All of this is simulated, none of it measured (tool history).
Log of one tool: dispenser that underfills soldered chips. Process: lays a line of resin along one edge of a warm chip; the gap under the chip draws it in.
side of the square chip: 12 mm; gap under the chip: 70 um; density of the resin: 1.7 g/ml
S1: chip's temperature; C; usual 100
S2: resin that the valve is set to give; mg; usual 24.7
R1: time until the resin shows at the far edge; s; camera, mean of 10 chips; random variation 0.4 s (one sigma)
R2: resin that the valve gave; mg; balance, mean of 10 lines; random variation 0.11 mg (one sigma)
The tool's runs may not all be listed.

run	hour	S1	S2	R1	R2
1	0.0	100	24.7	26.7	24.08
2	5.1	100	24.7	31.4	24.11
3	12.7	100	24.7	27.6	23.98
4	21.0	100	27.6	25.3	26.60
5	26.5	100	21.0	32.6	20.25
6	31.7	101	21.0	25.4	20.19
7	39.6	101	26.1	31.5	24.81
8	47.2	85	30.7	44.7	30.63
9	52.4	89	28.0	46.0	28.08
10	59.8	98	24.0	32.1	23.73
11	65.7	87	22.8	40.0	22.55
12	69.3	106	22.8	24.7	22.45
13	75.5	94	24.6	30.2	24.55
14	81.9	96	31.3	33.7	30.74

Not shown: 8 entries that the log had between the listed runs. Between which runs, and how does the tool's hidden state differ before and after?
Between runs 2 and 3: new syringe of resin (hour 9.9)
  resin's viscosity, % of fresh resin's: 122.6 -> 109.2; dose that the valve gives, % of what is set: 97.35 -> 97.01; true chip temperature over the reading, C: 0.72 -> 0.75
  measured less the result without the state, R1: +5.3 -> +1.9 s; R2: -0.66 -> -0.74 mg
Between runs 3 and 4: new syringe of resin (hour 20.5)
  resin's viscosity, % of fresh resin's: 109.2 -> 102.4; dose that the valve gives, % of what is set: 97.01 -> 96.64; true chip temperature over the reading, C: 0.75 -> 0.78
  measured less the result without the state, R1: +1.9 -> +0.1 s; R2: -0.74 -> -0.93 mg
Between runs 5 and 6: new syringe of resin (hour 31.4)
  resin's viscosity, % of fresh resin's: 121.3 -> 100.3; dose that the valve gives, % of what is set: 96.39 -> 96.16; true chip temperature over the reading, C: 0.81 -> 0.83
  measured less the result without the state, R1: +5.4 -> -0.2 s; R2: -0.76 -> -0.81 mg
Between runs 7 and 8: new syringe of resin (hour 42.0); dispensing valve cleaned and set on the balance (hour 46.4)
  resin's viscosity, % of fresh resin's: 128.2 -> 113.6; dose that the valve gives, % of what is set: 95.81 -> 99.81; true chip temperature over the reading, C: 0.86 -> 0.89
  measured less the result without the state, R1: +6.5 -> +4.2 s; R2: -1.09 -> -0.06 mg
Between runs 9 and 10: new syringe of resin (hour 53.7)
  resin's viscosity, % of fresh resin's: 133.5 -> 121.6; dose that the valve gives, % of what is set: 99.57 -> 99.26; true chip temperature over the reading, C: 0.91 -> 0.94
  measured less the result without the state, R1: +10.6 -> +5.0 s; R2: -0.12 -> -0.18 mg
Between runs 10 and 11: new syringe of resin (hour 64.4)
  resin's viscosity, % of fresh resin's: 121.6 -> 103.5; dose that the valve gives, % of what is set: 99.26 -> 99.02; true chip temperature over the reading, C: 0.94 -> 0.96
  measured less the result without the state, R1: +5.0 -> +0.3 s; R2: -0.18 -> -0.22 mg
Between runs 12 and 13: new syringe of resin (hour 75.3)
  resin's viscosity, % of fresh resin's: 115.6 -> 100.2; dose that the valve gives, % of what is set: 98.87 -> 98.62; true chip temperature over the reading, C: 0.98 -> 1.01
  measured less the result without the state, R1: +2.8 -> -0.8 s; R2: -0.26 -> -0.34 mg
